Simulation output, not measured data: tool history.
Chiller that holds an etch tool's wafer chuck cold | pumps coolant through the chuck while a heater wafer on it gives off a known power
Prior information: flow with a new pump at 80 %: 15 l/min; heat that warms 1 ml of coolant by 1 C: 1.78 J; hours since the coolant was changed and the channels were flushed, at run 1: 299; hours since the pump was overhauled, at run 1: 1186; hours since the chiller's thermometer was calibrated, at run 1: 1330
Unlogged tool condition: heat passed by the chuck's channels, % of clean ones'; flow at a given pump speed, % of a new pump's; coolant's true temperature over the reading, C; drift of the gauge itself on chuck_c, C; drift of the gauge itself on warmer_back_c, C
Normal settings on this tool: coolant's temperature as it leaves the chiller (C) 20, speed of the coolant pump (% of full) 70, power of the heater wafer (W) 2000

run,hour,coolant's temperature as it leaves the chiller (C),speed of the coolant pump (% of full),power of the heater wafer (W),hours since the coolant was changed and the channels were flushed,hours since the pump was overhauled,hours since the chiller's thermometer was calibrated,chuck's temperature once it has settled (K),how much warmer the coolant comes back (C)
1,0.0,20,70,2000,299,1186,1330,316.65,5.21
2,40.9,20,70,1210,340,1227,1371,307.45,3.11
3,69.2,20,70,1210,368,1256,1399,307.15,3.14
4,116.9,20,70,1210,416,1303,1447,307.35,3.04
5,162.7,20,70,1210,462,1349,1493,307.05,3.18
6,221.4,20,70,1210,520,1408,1551,307.25,3.14
7,275.8,20,70,1210,575,1462,1606,307.45,3.08
8,304.6,23,70,2000,603,1491,1634,319.35,5.16
9,364.4,23,70,2000,663,1551,1694,319.45,5.10
10,395.7,23,70,2000,695,1582,1726,319.35,5.14
11,440.3,23,70,2000,739,1627,1770,319.45,5.17
12,476.4,29,79,2559,775,1663,1806,329.55,5.74
13,502.8,15,61,2559,802,1689,1833,320.85,7.69
14,562.6,14,91,1168,861,1749,1892,298.55,2.17
15,621.9,19,70,1720,921,1808,1952,312.35,4.40
16,649.2,19,70,1720,948,1836,1979,312.25,4.34
17,681.3,18,94,2000,980,1868,2011,310.35,3.69
18,710.9,18,66,2930,1010,1897,2041,326.85,8.07
19,762.6,28,97,1279,1061,1949,2092,313.15,2.21

5 ways to go on from here, each from the tool as it stands after run 19. What would each give?
A,822.1,28,97,2064,1121,2009,2152,?,?
B,822.1,22,97,1279,1121,2009,2152,?,?
C,822.1,26,97,2487,1121,2009,2152,?,?
D,822.1,28,72,1279,1121,2009,2152,?,?
E,822.1,30,85,2713,1121,2009,2152,?,?

run,chuck's temperature once it has settled (K),how much warmer the coolant comes back (C)
A,320.55,3.64
B,307.05,2.23
C,322.55,4.41
D,315.85,3.13
E,330.75,5.60
With no hidden state in the tool, these same runs would have given:
run,chuck's temperature once it has settled (K),how much warmer the coolant comes back (C)
A,320.55,3.74
B,307.05,2.32
C,322.55,4.51
D,315.85,3.23
E,330.75,5.70

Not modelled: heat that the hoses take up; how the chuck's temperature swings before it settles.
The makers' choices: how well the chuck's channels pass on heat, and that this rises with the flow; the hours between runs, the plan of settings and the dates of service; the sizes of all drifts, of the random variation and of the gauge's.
